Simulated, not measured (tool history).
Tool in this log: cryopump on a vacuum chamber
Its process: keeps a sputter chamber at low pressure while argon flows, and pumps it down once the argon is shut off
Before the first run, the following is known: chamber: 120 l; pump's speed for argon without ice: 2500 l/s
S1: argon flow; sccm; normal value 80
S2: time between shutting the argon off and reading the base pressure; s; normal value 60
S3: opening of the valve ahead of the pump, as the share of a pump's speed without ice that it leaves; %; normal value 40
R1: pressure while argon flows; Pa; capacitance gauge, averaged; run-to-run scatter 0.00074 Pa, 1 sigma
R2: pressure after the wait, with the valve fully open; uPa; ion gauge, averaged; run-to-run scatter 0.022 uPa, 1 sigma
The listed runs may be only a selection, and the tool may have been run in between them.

Run 1, day 0.000: usual settings. Result: R1 0.1449 Pa, R2 1.32 uPa.
Run 2, day 2.629: usual settings. Result: R1 0.1464 Pa, R2 1.31 uPa.
Run 3, day 5.096: usual settings. Result: R1 0.1471 Pa, R2 1.40 uPa.
Run 4, day 10.017: usual settings but S2 216 s. Result: R1 0.1489 Pa, R2 1.11 uPa.
Run 5, day 13.546: usual settings but S2 216 s. Result: R1 0.1500 Pa, R2 1.14 uPa.
Run 6, day 17.379: usual settings but S2 216 s. Result: R1 0.1504 Pa, R2 1.17 uPa.
Run 7, day 19.796: usual settings but S2 216 s. Result: R1 0.1532 Pa, R2 1.28 uPa.
Run 8, day 23.746: usual settings but S2 216 s. Result: R1 0.1519 Pa, R2 1.32 uPa.
Run 9, day 28.096: usual settings but S1 41 sccm, S2 216 s. Result: R1 0.0802 Pa, R2 1.37 uPa.
At day 32.408: pump warmed up, emptied and cooled again.
Run 10, day 32.408: usual settings but S1 41 sccm, S2 216 s. Result: R1 0.0698 Pa, R2 1.12 uPa.
Run 11, day 34.675: usual settings but S1 41 sccm, S2 216 s. Result: R1 0.0720 Pa, R2 1.14 uPa.
Run 12, day 37.167: usual settings. Result: R1 0.1393 Pa, R2 1.51 uPa.
Run 13, day 39.617: usual settings but S3 59 %. Result: R1 0.0950 Pa, R2 1.67 uPa.
Run 14, day 42.217: usual settings but S3 59 %. Result: R1 0.0961 Pa, R2 1.58 uPa.
Run 15, day 45.538: usual settings but S3 59 %. Result: R1 0.0974 Pa, R2 1.65 uPa.
Run 16, day 47.908: usual settings but S3 59 %. Result: R1 0.0979 Pa, R2 1.72 uPa.
Run 17, day 51.292: usual settings. Result: R1 0.1422 Pa, R2 1.78 uPa.
Run 18, day 53.646: usual settings. Result: R1 0.1421 Pa, R2 1.80 uPa.
Run 19, day 56.662: usual settings but S3 36 %. Result: R1 0.1581 Pa, R2 1.78 uPa.
Run 20, day 60.117: usual settings but S1 79 sccm, S2 186 s, S3 45 %. Result: R1 0.1275 Pa, R2 1.52 uPa.
Run 21, day 63.946: usual settings but S1 63 sccm, S2 186 s, S3 45 %. Result: R1 0.1040 Pa, R2 1.56 uPa.
Run 22, day 68.562: usual settings but S1 63 sccm, S2 186 s, S3 45 %. Result: R1 0.1040 Pa, R2 1.57 uPa.
Run 23, day 71.275: usual settings but S1 120 sccm. Result: R1 0.2231 Pa, R2 2.03 uPa.
Run 24, day 75.996: usual settings but S1 105 sccm, S2 84 s, S3 16 %. Result: R1 0.4635 Pa, R2 1.92 uPa.
Run 25, day 79.171: usual settings but S2 48 s, S3 31 %. Result: R1 0.1907 Pa, R2 2.29 uPa.
Run 26, day 82.933: usual settings but S2 34 s. Result: R1 0.1530 Pa, R2 2.62 uPa.
Run 27, day 86.854: usual settings but S1 113 sccm, S3 28 %. Result: R1 0.3004 Pa, R2 2.26 uPa.
Run 28, day 89.496: usual settings but S1 113 sccm, S3 28 %. Result: R1 0.3007 Pa, R2 2.40 uPa.
At day 92.033: leaking fittings of the chamber tightened, without venting.
Run 29, day 92.188: usual settings but S1 113 sccm, S3 28 %. Result: R1 0.3020 Pa, R2 0.71 uPa.
Run 30, day 96.262: usual settings but S1 125 sccm, S2 112 s, S3 26 %. Result: R1 0.3601 Pa, R2 0.51 uPa.
At day 97.608: pump warmed up, emptied and cooled again.
Run 31, day 99.304: usual settings but S1 136 sccm, S2 112 s, S3 26 %. Result: R1 0.3584 Pa, R2 0.44 uPa.
Run 32, day 103.067: usual settings but S1 136 sccm, S2 112 s, S3 26 %. Result: R1 0.3581 Pa, R2 0.53 uPa.
Run 33, day 106.338: usual settings but S1 42 sccm, S2 205 s, S3 24 %. Result: R1 0.1209 Pa, R2 0.38 uPa.

Selected run-to-run steps in R1, each split into two signed amounts: the part the tool would show with no hidden state at all (from settings, incoming material and random variation), and the remainder, which goes to the hidden state together with any gauge scatter not common to the measured and the hidden-state-free results:
Hidden state at play: pump's speed, % of a pump's without ice; cold plate's temperature, K; leak into the chamber, uPa l/s; drift of the gauge itself on working_pa, %; drift of the gauge itself on base_upa, %.
Run 9 -> 10: pump warmed up, emptied and cooled again. R1 -0.0104 Pa: hidden state -0.0096, all else -0.0008.
Run 22 -> 23: S1 63 -> 120, S2 186 -> 60, S3 45 -> 40. R1 +0.1191 Pa: hidden state +0.0103, all else +0.1088.
Run 23 -> 24: S1 120 -> 105, S2 60 -> 84, S3 40 -> 16. R1 +0.2404 Pa: hidden state -0.0004, all else +0.2408.
Run 24 -> 25: S1 105 -> 80, S2 84 -> 48, S3 16 -> 31. R1 -0.2728 Pa: hidden state -0.0035, all else -0.2693.
Run 30 -> 31: S1 125 -> 136, pump warmed up, emptied and cooled again. R1 -0.0017 Pa: hidden state -0.0316, all else +0.0299.
Run 32 -> 33: S1 136 -> 42, S2 112 -> 205, S3 26 -> 24. R1 -0.2372 Pa: hidden state -0.0037, all else -0.2335.
